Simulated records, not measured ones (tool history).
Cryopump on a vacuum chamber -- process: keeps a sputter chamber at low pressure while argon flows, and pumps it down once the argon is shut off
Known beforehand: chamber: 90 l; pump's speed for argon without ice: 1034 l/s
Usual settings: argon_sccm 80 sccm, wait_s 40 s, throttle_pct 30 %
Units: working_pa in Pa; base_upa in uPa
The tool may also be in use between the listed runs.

run	hour	argon_sccm	wait_s	throttle_pct	working_pa	base_upa
1	0.0	80	40	30	0.4507	2.97
2	86.6	80	67	30	0.4553	2.51
3	139.5	80	65	30	0.4615	2.58
# hour 174.6: pump warmed up, emptied and cooled again
4	221.0	80	40	30	0.4355	3.11
5	257.1	80	40	30	0.4401	3.13
6	310.9	62	40	30	0.3430	3.22
7	352.8	62	25	30	0.3463	4.23
8	410.8	80	21	30	0.4506	4.83
9	462.3	80	40	41	0.3323	3.46
10	521.4	80	40	41	0.3372	3.55
11	572.3	80	100	49	0.2840	2.75
# hour 590.7: pump warmed up, emptied and cooled again
12	662.9	90	39	30	0.4964	3.49
13	729.7	90	39	30	0.4987	3.72
14	781.8	76	290	30	0.4246	2.36
15	855.5	71	112	43	0.2819	2.88
16	907.8	91	226	30	0.5156	2.65
# hour 916.0: leaking fittings of the chamber tightened, without venting
17	978.1	91	226	30	0.5191	0.69
# hour 1007.1: pump warmed up, emptied and cooled again
18	1056.5	91	226	45	0.3347	0.70
19	1103.7	45	84	41	0.1819	1.20
20	1160.3	38	84	41	0.1553	1.31

Below are 4 alternative next runs, each starting from the tool's condition after run 20. Predict each:
A	1243.9	108	40	21	?	?
B	1243.9	38	84	43	?	?
C	1243.9	38	94	41	?	?
D	1243.9	34	31	17	?	?

run	working_pa	base_upa
A	0.8620	2.22
B	0.1521	1.39
C	0.1570	1.30
D	0.3345	2.68
Take away the tool's hidden state, keep each run's random variation, and the runs would have read:
run	working_pa	base_upa
A	0.8435	1.85
B	0.1456	1.02
C	0.1505	0.95
D	0.3287	2.31
